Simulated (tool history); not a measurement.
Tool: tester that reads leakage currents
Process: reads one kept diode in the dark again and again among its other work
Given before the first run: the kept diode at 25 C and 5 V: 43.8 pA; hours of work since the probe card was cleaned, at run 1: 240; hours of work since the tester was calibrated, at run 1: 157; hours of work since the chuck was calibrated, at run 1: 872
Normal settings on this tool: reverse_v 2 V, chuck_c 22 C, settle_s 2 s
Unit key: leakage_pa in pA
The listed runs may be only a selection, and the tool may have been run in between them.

| run | day | reverse_v | chuck_c | settle_s | hours of work since the probe card was cleaned | hours of work since the tester was calibrated | hours of work since the chuck was calibrated | leakage_pa |
|---|---|---|---|---|---|---|---|---|
| 1 | 0 | 2 | 22 | 2 | 240 | 157 | 872 | 19.24 |
| 2 | 2.238 | 2 | 22 | 2 | 271 | 189 | 904 | 19.35 |
| 3 | 5.767 | 1.56 | 22 | 2 | 322 | 239 | 954 | 16.93 |
| 4 | 8.496 | 1.56 | 22 | 2 | 360 | 278 | 993 | 16.79 |
| 5 | 10.579 | 14.2 | 22 | 2 | 390 | 307 | 1022 | 55.81 |
| 6 | 13.438 | 14.2 | 22 | 0.43 | 431 | 348 | 1063 | 64.97 |
| 7 | 15.1 | 2 | 22 | 2 | 454 | 372 | 1087 | 19.13 |
| 8 | 18.796 | 6.36 | 22 | 2 | 507 | 424 | 1139 | 35.85 |
| 9 | 21.242 | 2 | 22 | 9.87 | 542 | 459 | 1174 | 18.73 |
| 10 | 24.462 | 2 | 59 | 9.87 | 588 | 505 | 1220 | 371.12 |
| 11 | 27.958 | 2 | 22 | 2 | 637 | 554 | 1270 | 18.87 |
| 12 | 29.588 | 2 | 22 | 2 | 660 | 578 | 1293 | 18.75 |
| 13 | 31.833 | 2 | 22 | 2 | 692 | 610 | 1325 | 18.94 |
|  | 33.604 | chuck's temperature calibrated |
| 14 | 35.583 | 2 | 22 | 2 | 744 | 662 | 28 | 21.53 |
| 15 | 37.454 | 2 | 22 | 2 | 771 | 688 | 55 | 21.5 |
| 16 | 40.821 | 5.43 | 22 | 2 | 819 | 736 | 103 | 37.14 |
| 17 | 42.383 | 5.43 | 22 | 2 | 841 | 758 | 125 | 36.96 |
| 18 | 45.342 | 5.43 | 22 | 2 | 883 | 800 | 167 | 36.89 |
| 19 | 48.629 | 5.43 | 22 | 1.41 | 930 | 847 | 214 | 36.88 |
| 20 | 51.317 | 5.43 | 22 | 1.41 | 968 | 885 | 252 | 37.01 |
| 21 | 53.562 | 5.43 | 22 | 1.41 | 1000 | 917 | 284 | 37.17 |
| 22 | 56.858 | 2 | 22 | 3.7 | 1047 | 964 | 331 | 21.05 |
| 23 | 60.208 | 14.64 | 22 | 5.1 | 1095 | 1012 | 378 | 62.16 |
| 24 | 61.725 | 2.8 | 27 | 0.35 | 1116 | 1034 | 400 | 41.06 |
| 25 | 64.729 | 2.8 | 27 | 0.35 | 1159 | 1076 | 443 | 40.87 |
| 26 | 67.633 | 15.17 | 22 | 2 | 1200 | 1118 | 484 | 64.76 |
| 27 | 69.812 | 1.26 | 31 | 2 | 1231 | 1149 | 515 | 35.16 |
|  | 70.179 | probe card cleaned and baked |
| 28 | 73.454 | 3.28 | 49 | 0.55 | 47 | 1199 | 565 | 249.39 |
|  | 76.575 | probe card cleaned and baked, once more |
| 29 | 76.633 | 13.47 | 49 | 8.05 | 1 | 1242 | 608 | 510.07 |
| 30 | 79.971 | 5.14 | 49 | 0.85 | 48 | 1289 | 656 | 310.1 |
| 31 | 82.633 | 2.12 | 20 | 0.85 | 86 | 1327 | 694 | 17.84 |
| 32 | 84.992 | 2 | 33 | 2 | 120 | 1361 | 727 | 51.61 |
| 33 | 87.279 | 2.51 | 39 | 2.65 | 152 | 1393 | 760 | 95.54 |
| 34 | 89.783 | 2.51 | 39 | 2.65 | 188 | 1429 | 795 | 95.16 |
| 35 | 92.329 | 2.51 | 39 | 3.35 | 224 | 1465 | 832 | 94.8 |
| 36 | 95.633 | 1.26 | 39 | 7.54 | 271 | 1512 | 879 | 66.15 |
| 37 | 97.642 | 1.26 | 39 | 7.54 | 300 | 1541 | 907 | 65.45 |
| 38 | 99.821 | 1.26 | 39 | 7.54 | 331 | 1572 | 938 | 65.86 |
| 39 | 101.358 | 2.17 | 49 | 0.74 | 352 | 1594 | 960 | 192.15 |

Some steps in leakage_pa, run to run, broken into two amounts with sign: the step expected even without the hidden condition (settings, incoming material, random variation), and the rest, left for the hidden condition together with whatever gauge scatter is not in both the measured and the hidden-condition-free result:
The tool's hidden condition here consists of: stray current of the dirty probe card, pA a volt; current scale over the true one, %; true chuck temperature over the reading, C; drift of the gauge itself on leakage_pa, %.
Run 9 -> 10: chuck_c 22 -> 59. leakage_pa +352.39 pA: hidden state -36.74, all else +389.13.
Run 10 -> 11: chuck_c 59 -> 22, settle_s 9.87 -> 2. leakage_pa -352.25 pA: hidden state +36.61, all else -388.86.
Run 28 -> 29: reverse_v 3.28 -> 13.47, settle_s 0.55 -> 8.05, probe card cleaned and baked, once more. leakage_pa +260.68 pA: hidden state -13.7, all else +274.38.
Run 30 -> 31: reverse_v 5.14 -> 2.12, chuck_c 49 -> 20. leakage_pa -292.26 pA: hidden state +12.97, all else -305.23.

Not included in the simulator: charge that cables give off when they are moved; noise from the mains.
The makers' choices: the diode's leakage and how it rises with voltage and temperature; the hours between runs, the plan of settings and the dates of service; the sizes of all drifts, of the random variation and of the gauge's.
